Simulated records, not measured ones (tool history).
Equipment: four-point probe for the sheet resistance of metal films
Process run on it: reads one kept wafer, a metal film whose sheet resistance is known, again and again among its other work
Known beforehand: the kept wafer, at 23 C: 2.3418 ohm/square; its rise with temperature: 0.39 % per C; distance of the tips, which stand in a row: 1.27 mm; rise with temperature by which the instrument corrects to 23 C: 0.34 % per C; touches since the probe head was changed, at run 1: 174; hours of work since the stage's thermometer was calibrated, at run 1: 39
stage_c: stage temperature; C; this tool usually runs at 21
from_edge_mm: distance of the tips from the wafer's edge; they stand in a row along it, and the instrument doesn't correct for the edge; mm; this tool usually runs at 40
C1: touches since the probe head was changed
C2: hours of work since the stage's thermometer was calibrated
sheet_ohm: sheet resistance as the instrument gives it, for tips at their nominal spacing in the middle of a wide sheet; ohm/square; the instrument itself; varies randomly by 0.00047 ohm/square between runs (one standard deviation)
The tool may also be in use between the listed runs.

{"run": 1, "day": 0.0, "stage_c": 21, "from_edge_mm": 40, "C1": 174, "C2": 39, "sheet_ohm": 2.345429}
{"run": 2, "day": 0.679, "stage_c": 21, "from_edge_mm": 40, "C1": 785, "C2": 47, "sheet_ohm": 2.345335}
{"run": 3, "day": 1.379, "stage_c": 21, "from_edge_mm": 40, "C1": 1416, "C2": 55, "sheet_ohm": 2.34502}
{"run": 4, "day": 1.708, "stage_c": 32, "from_edge_mm": 40, "C1": 1712, "C2": 59, "sheet_ohm": 2.357329}
{"run": 5, "day": 2.158, "stage_c": 32, "from_edge_mm": 21, "C1": 2117, "C2": 65, "sheet_ohm": 2.359607}
{"run": 6, "day": 2.538, "stage_c": 24, "from_edge_mm": 40, "C1": 2458, "C2": 69, "sheet_ohm": 2.348462}
{"run": 7, "day": 3.262, "stage_c": 24, "from_edge_mm": 40, "C1": 3109, "C2": 78, "sheet_ohm": 2.348793}
{"run": 8, "day": 3.829, "stage_c": 26, "from_edge_mm": 40, "C1": 3621, "C2": 85, "sheet_ohm": 2.350139}
{"run": 9, "day": 4.283, "stage_c": 21, "from_edge_mm": 40, "C1": 4029, "C2": 90, "sheet_ohm": 2.345124}
{"run": 10, "day": 5.017, "stage_c": 24, "from_edge_mm": 14, "C1": 4688, "C2": 99, "sheet_ohm": 2.356577}
{"run": 11, "day": 5.554, "stage_c": 29, "from_edge_mm": 40, "C1": 5174, "C2": 105, "sheet_ohm": 2.35452}
{"run": 12, "day": 5.917, "stage_c": 19, "from_edge_mm": 32, "C1": 5500, "C2": 109, "sheet_ohm": 2.342443}
{"run": 13, "day": 6.304, "stage_c": 19, "from_edge_mm": 32, "C1": 5849, "C2": 114, "sheet_ohm": 2.342888}

Run 14 comes next. What will it give?
{"run": 14, "day": 6.8, "stage_c": 19, "from_edge_mm": 32, "C1": 6293, "C2": 120, "sheet_ohm": "?"}

Run 14 came out at sheet_ohm 2.343348 ohm/square.
Had the tool carried no hidden state, the very same run would have given sheet_ohm 2.339842 ohm/square.

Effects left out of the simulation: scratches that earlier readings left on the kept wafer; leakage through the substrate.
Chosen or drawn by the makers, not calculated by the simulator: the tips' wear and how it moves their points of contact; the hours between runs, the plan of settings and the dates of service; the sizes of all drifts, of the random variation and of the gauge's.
